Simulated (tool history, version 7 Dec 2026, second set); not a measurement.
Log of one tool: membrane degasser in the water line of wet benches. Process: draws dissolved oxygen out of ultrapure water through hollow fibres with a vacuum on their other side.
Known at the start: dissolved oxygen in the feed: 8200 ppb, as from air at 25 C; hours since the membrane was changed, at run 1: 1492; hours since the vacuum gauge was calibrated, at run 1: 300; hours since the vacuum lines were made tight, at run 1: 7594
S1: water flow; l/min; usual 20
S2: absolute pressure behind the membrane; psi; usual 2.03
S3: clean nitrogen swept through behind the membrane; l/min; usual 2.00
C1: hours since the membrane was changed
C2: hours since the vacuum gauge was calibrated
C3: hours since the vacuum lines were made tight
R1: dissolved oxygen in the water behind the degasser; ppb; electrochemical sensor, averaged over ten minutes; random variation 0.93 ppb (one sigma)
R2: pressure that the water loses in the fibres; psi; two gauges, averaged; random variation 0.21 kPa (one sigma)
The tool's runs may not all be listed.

run	day	S1	S2	S3	C1	C2	C3	R1	R2
1	0.000	20	2.03	2.00	1492	300	7594	264.6	6.834
2	2.808	13	2.03	2.00	1560	368	7661	174.3	4.466
3	4.758	20	2.03	2.26	1606	415	7708	236.8	6.820
4	7.883	20	1.44	2.26	1681	490	7783	153.5	6.815
5	10.512	20	1.44	2.26	1744	553	7846	154.7	6.905
6	12.475	20	1.44	2.26	1792	600	7893	154.1	6.849
7	14.496	20	2.03	2.00	1840	648	7942	265.4	6.869
8	17.558	23	1.60	2.00	1914	722	8015	229.1	7.862
9	20.267	14	2.77	2.00	1979	787	8080	273.3	4.798
10	21.842	16	2.77	3.64	2016	825	8118	177.7	5.448
11	25.283	31	3.83	1.91	2099	907	8201	835.5	10.621
12	28.629	19	3.63	0.92	2179	987	8281	924.0	6.512
13	31.317	20	4.08	1.52	2244	1052	8345	729.3	6.849

Hidden state or all else? Some run-to-run changes of R1, split into what the settings, what came in and random variation would give without the hidden state, and what is left for the hidden state (with any gauge scatter that isn't in both results):
The hidden state here: membrane still open, %; true pressure behind the membrane over the reading, kPa; air that leaks in behind the membrane, l/min; drift of the gauge itself on oxygen_ppb, %; drift of the gauge itself on loss_of_pressure_kpa, %.
Run 10 -> 11: S1 16 -> 31, S2 2.77 -> 3.83, S3 3.64 -> 1.91. R1 +657.8 ppb: hidden state +6.4, all else +651.4.
